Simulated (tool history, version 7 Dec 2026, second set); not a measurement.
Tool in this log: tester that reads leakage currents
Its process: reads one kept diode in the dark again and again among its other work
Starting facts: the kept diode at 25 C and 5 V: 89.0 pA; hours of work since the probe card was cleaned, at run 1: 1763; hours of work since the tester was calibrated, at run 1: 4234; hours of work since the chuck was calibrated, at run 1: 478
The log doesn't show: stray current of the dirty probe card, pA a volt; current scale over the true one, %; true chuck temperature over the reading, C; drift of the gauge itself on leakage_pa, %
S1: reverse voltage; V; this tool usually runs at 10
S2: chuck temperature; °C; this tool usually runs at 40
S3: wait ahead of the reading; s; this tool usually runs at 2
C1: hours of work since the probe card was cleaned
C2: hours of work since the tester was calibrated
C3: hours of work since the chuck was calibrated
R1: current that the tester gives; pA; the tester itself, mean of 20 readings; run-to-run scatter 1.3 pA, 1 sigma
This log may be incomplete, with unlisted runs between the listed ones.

Run 1, day 0: usual settings; C1 1763; C2 4234; C3 478. Result: R1 414.38 pA.
Run 2, day 6.362: usual settings; C1 1832; C2 4304; C3 548. Result: R1 417.28 pA.
Run 3, day 13.292: usual settings; C1 1908; C2 4379; C3 623. Result: R1 415.25 pA.
Run 4, day 18.175: usual settings; C1 1962; C2 4433; C3 677. Result: R1 411.86 pA.
Run 5, day 25.125: usual settings; C1 2038; C2 4509; C3 753. Result: R1 410.71 pA.
At day 26.138: chuck's temperature calibrated.
Run 6, day 34.575: usual settings but S3 0.72 s; C1 2140; C2 4611; C3 92. Result: R1 430.15 pA.
Run 7, day 39.312: usual settings but S3 0.72 s; C1 2192; C2 4663; C3 144. Result: R1 429.98 pA.
Run 8, day 48.2: usual settings; C1 2289; C2 4760; C3 241. Result: R1 426.57 pA.
Run 9, day 58.254: usual settings; C1 2399; C2 4870; C3 351. Result: R1 424.89 pA.
Run 10, day 67.133: usual settings; C1 2496; C2 4967; C3 448. Result: R1 422.68 pA.
Run 11, day 76.854: usual settings; C1 2603; C2 5074; C3 555. Result: R1 419.11 pA.
Run 12, day 86.479: usual settings; C1 2708; C2 5179; C3 660. Result: R1 419.2 pA.
Run 13, day 94.708: usual settings but S1 10.2 V; C1 2798; C2 5269; C3 750. Result: R1 422.67 pA.
At day 96.112: chuck's temperature calibrated.
Run 14, day 100.233: usual settings but S2 59 °C; C1 2858; C2 5329; C3 45. Result: R1 1555.23 pA.
Run 15, day 107.833: usual settings; C1 2941; C2 5412; C3 128. Result: R1 430.43 pA.
At day 108.6: tester calibrated.
Run 16, day 113.717: usual settings; C1 3004; C2 56; C3 192. Result: R1 437.4 pA.
Run 17, day 119.779: usual settings but S3 1.4 s; C1 3070; C2 122; C3 258. Result: R1 436.43 pA.
Run 18, day 127.075: usual settings but S1 3.5 V, S3 1.4 s; C1 3150; C2 202; C3 338. Result: R1 232.66 pA.
Run 19, day 136.204: usual settings; C1 3250; C2 302; C3 438. Result: R1 432.81 pA.
Run 20, day 142.933: usual settings; C1 3324; C2 376; C3 511. Result: R1 429.61 pA.
Run 21, day 149.2: usual settings but S1 7.7 V, S2 27 °C, S3 0.44 s; C1 3392; C2 444; C3 580. Result: R1 145.8 pA.
Run 22, day 156.354: usual settings but S2 29 °C; C1 3471; C2 522; C3 658. Result: R1 195.29 pA.
Run 23, day 160.629: usual settings but S1 3.8 V, S2 31 °C; C1 3517; C2 569; C3 705. Result: R1 125.22 pA.
At day 161.196: probe card cleaned and baked.
At day 165.638: chuck's temperature calibrated.
Run 24, day 168.312: usual settings but S1 6.1 V, S2 49 °C, S3 0.61 s; C1 77; C2 651; C3 29. Result: R1 621.21 pA.
Run 25, day 176.042: usual settings but S1 2.3 V, S2 23 °C, S3 8.07 s; C1 161; C2 735; C3 114. Result: R1 55.09 pA.
Run 26, day 185.533: usual settings but S1 2.3 V, S2 23 °C, S3 8.07 s; C1 265; C2 839; C3 218. Result: R1 54.38 pA.
At day 186.175: probe card cleaned and baked, once more.
Run 27, day 190.279: usual settings but S1 2.3 V, S2 23 °C, S3 8.07 s; C1 45; C2 890; C3 268. Result: R1 48 pA.
Run 28, day 197.254: usual settings but S1 10.4 V; C1 121; C2 966; C3 345. Result: R1 425.83 pA.
Run 29, day 207.017: usual settings but S1 10.4 V; C1 228; C2 1073; C3 451. Result: R1 425.39 pA.
Run 30, day 216.204: usual settings but S1 15 V, S2 53 °C, S3 0.46 s; C1 329; C2 1173; C3 552. Result: R1 1307.89 pA.
Run 31, day 225.146: usual settings but S1 7.3 V, S2 41 °C, S3 4.35 s; C1 426; C2 1271; C3 650. Result: R1 370.13 pA.
Run 32, day 233.842: usual settings but S1 16 V, S2 41 °C, S3 0.42 s; C1 521; C2 1366; C3 745. Result: R1 583.96 pA.
At day 234.854: chuck's temperature calibrated.
Run 33, day 239.267: usual settings but S2 27 °C, S3 1.17 s; C1 580; C2 1425; C3 48. Result: R1 160.19 pA.
Run 34, day 244.304: usual settings but S1 4.7 V, S2 26 °C, S3 5.25 s; C1 635; C2 1480; C3 103. Result: R1 93.82 pA.
Run 35, day 251.15: usual settings but S1 4.7 V, S2 27 °C, S3 5.25 s; C1 710; C2 1555; C3 178. Result: R1 101.73 pA.
Run 36, day 256.721: usual settings but S3 1.21 s; C1 771; C2 1616; C3 239. Result: R1 419.36 pA.
Run 37, day 262.05: usual settings but S1 15.8 V, S2 22 °C, S3 7.49 s; C1 829; C2 1674; C3 298. Result: R1 139.5 pA.
Run 38, day 269.221: usual settings but S1 1.3 V, S2 22 °C, S3 0.38 s; C1 908; C2 1753; C3 376. Result: R1 32.23 pA.
Run 39, day 277.446: usual settings but S1 9.8 V, S3 9.8 s; C1 998; C2 1843; C3 466. Result: R1 410.31 pA.
Run 40, day 287.338: usual settings but S1 17.4 V, S2 41 °C, S3 1.07 s; C1 1106; C2 1951; C3 574. Result: R1 618.2 pA.

What if the next run were any one of these 3? Each begins from the tool's condition after run 40:
Run A, day 292.217: usual settings but S1 14.3 V, S2 21 °C, S3 1.76 s; C1 1159; C2 2004; C3 628. Result: R1 ?.
Run B, day 292.217: usual settings but S1 4 V, S3 6.27 s; C1 1159; C2 2004; C3 628. Result: R1 ?.
Run C, day 292.217: usual settings but S1 17.4 V, S2 44 °C, S3 1.07 s; C1 1159; C2 2004; C3 628. Result: R1 ?.

run      R1
  A  122.22
  B  242.28
  C  760.35
The same runs, with their run-to-run variation unchanged, on a tool lacking any hidden condition would have given:
run      R1
  A  118.56
  B  248.89
  C  777.51

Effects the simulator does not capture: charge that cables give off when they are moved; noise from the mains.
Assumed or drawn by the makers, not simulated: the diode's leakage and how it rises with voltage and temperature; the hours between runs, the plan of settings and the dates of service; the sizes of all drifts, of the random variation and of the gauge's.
